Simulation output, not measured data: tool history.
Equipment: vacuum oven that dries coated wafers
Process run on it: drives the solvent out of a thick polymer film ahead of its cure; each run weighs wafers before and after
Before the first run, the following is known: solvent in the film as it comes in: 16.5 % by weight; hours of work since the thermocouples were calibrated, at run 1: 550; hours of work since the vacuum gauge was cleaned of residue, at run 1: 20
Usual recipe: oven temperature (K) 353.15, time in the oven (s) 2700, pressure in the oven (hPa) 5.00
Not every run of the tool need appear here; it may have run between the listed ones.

| run | hour | oven temperature (K) | time in the oven (s) | pressure in the oven (hPa) | hours of work since the thermocouples were calibrated | hours of work since the vacuum gauge was cleaned of residue | solvent left in the film (%) |
|---|---|---|---|---|---|---|---|
| 1 | 0.0 | 353.15 | 2700 | 5.00 | 550 | 20 | 0.70 |
| 2 | 9.8 | 353.15 | 2700 | 5.00 | 557 | 26 | 0.68 |
| 3 | 21.2 | 353.15 | 2700 | 5.00 | 564 | 33 | 0.69 |
| 4 | 31.8 | 353.15 | 2700 | 2.90 | 571 | 40 | 0.67 |
| 5 | 42.1 | 353.15 | 2700 | 2.90 | 578 | 47 | 0.66 |
| 6 | 54.7 | 353.15 | 2700 | 18.61 | 586 | 55 | 0.94 |
| 7 | 63.4 | 353.15 | 2700 | 18.61 | 592 | 61 | 0.94 |
| 8 | 75.6 | 353.15 | 2700 | 18.61 | 600 | 69 | 0.92 |
| 9 | 85.0 | 353.15 | 2700 | 18.61 | 606 | 75 | 0.94 |
| 10 | 94.9 | 353.15 | 2520 | 5.00 | 613 | 82 | 0.79 |
| 11 | 104.2 | 353.15 | 2700 | 5.00 | 619 | 88 | 0.68 |
| 12 | 116.7 | 367.15 | 1380 | 13.28 | 627 | 96 | 0.31 |
| 13 | 129.7 | 345.15 | 4680 | 7.14 | 635 | 105 | 0.94 |
| 14 | 135.7 | 345.15 | 4680 | 7.14 | 639 | 108 | 0.89 |
| 15 | 144.4 | 349.15 | 1680 | 7.14 | 645 | 114 | 3.36 |
| 16 | 151.3 | 349.15 | 1680 | 7.14 | 650 | 119 | 3.33 |
| 17 | 159.2 | 349.15 | 2160 | 3.89 | 655 | 124 | 2.20 |
| 18 | 167.5 | 349.15 | 2160 | 3.89 | 660 | 129 | 2.18 |
| 19 | 175.9 | 362.15 | 2580 | 5.00 | 666 | 135 | 0.11 |
| 20 | 186.3 | 346.15 | 1500 | 2.60 | 672 | 142 | 4.89 |
| 21 | 199.0 | 366.15 | 2640 | 5.00 | 681 | 150 | 0.09 |
| 22 | 208.6 | 367.15 | 2700 | 13.37 | 687 | 156 | 0.19 |

The logged runs with the hidden state left out (each run's random variation unchanged):
The hidden state here: true wafer temperature over the reading, C; true pressure over the reading, kPa; drift of the gauge itself on solvent_pct, %.
| run | solvent left in the film (%) |
|---|---|
| 1 | 0.73 |
| 2 | 0.70 |
| 3 | 0.71 |
| 4 | 0.69 |
| 5 | 0.68 |
| 6 | 0.97 |
| 7 | 0.96 |
| 8 | 0.95 |
| 9 | 0.97 |
| 10 | 0.82 |
| 11 | 0.71 |
| 12 | 0.32 |
| 13 | 0.97 |
| 14 | 0.92 |
| 15 | 3.44 |
| 16 | 3.40 |
| 17 | 2.26 |
| 18 | 2.24 |
| 19 | 0.11 |
| 20 | 4.98 |
| 21 | 0.09 |
| 22 | 0.19 |
